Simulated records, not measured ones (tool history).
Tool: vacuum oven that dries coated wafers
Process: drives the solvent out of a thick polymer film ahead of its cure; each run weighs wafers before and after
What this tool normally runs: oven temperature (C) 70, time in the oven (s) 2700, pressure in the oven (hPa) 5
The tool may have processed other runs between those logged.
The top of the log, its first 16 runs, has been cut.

run    hour  oven temperature (C)  time in the oven (s)  pressure in the oven (hPa)  hours of work since the thermocouples were calibrated  hours of work since the vacuum gauge was cleaned of residue  solvent left in the film (%)
 17   942.5                    70                  4740                           5                                                    121                                                         1199                          1.25
 18    1030                    70                  2700                           5                                                    189                                                         1267                           3.1
 19  1076.5                    70                  2700                           5                                                    225                                                         1302                          3.26
 20  1165.2                    70                  2700                           5                                                    293                                                         1371                          3.24
 21    1215                    70                  2700                           5                                                    332                                                         1409                          3.36
 22  1278.8                    57                  2280                       16.83                                                    381                                                         1459                          9.73
 23  1324.6                    68                  1620                        4.71                                                    416                                                         1494                           6.4
 24  1389.6                    70                  1620                         5.1                                                    467                                                         1544                          5.72
 25  1461.9                    70                  1620                         5.1                                                    522                                                         1600                          5.86
 26  1504.4                    70                  3480                           5                                                    555                                                         1633                          2.53
 27  1584.6                    67                  3420                        3.71                                                    617                                                         1695                          3.44
 28  1634.6                    67                  3420                        3.71                                                    656                                                         1734                          3.39
 29  1687.7                    80                  4740                        5.11                                                    697                                                         1775                          0.54
 30  1772.7                    74                  1680                           5                                                    763                                                         1840                          4.43
 31  1844.5                    81                  4560                       15.53                                                    818                                                         1896                          1.16
 32  1888.2                    81                  4560                       15.53                                                    852                                                         1929                          1.06
 33  1963.4                    81                  4560                       15.53                                                    910                                                         1988                          1.05
 34  2048.2                    70                  2700                       19.81                                                    975                                                         2053                          4.67
 35  2095.3                    71                  1560                       12.93                                                   1012                                                         2089                          6.47
 36  2164.6                    58                  2700                           5                                                   1065                                                         2143                          8.31
 37  2225.9                    58                  2700                           5                                                   1113                                                         2190                          8.51
     2305.9  -- oven's thermocouples calibrated
 38  2318.6                    79                  4380                           5                                                     10                                                         2260                          0.59
 39  2404.1                    79                  4380                           5                                                     76                                                         2326                          0.65
 40  2482.3                    79                  4380                           5                                                    136                                                         2387                           0.7

Branching from run 40: 5 alternative next runs. What would each branch give?
  A  2535.3                    67                  2340                        8.12                                                    177                                                         2428                             ?
  B  2535.3                    67                  1980                       15.13                                                    177                                                         2428                             ?
  C  2535.3                    79                  4080                        8.55                                                    177                                                         2428                             ?
  D  2535.3                    55                  2700                         5.1                                                    177                                                         2428                             ?
  E  2535.3                    79                  4380                       16.86                                                    177                                                         2428                             ?

run  solvent left in the film (%)
  A                          5.29
  B                          6.38
  C                          0.89
  D                           8.8
  E                          1.27
What these runs would have given with no unlogged condition in the tool:
run  solvent left in the film (%)
  A                          4.82
  B                          5.94
  C                          0.58
  D                          8.28
  E                          0.96
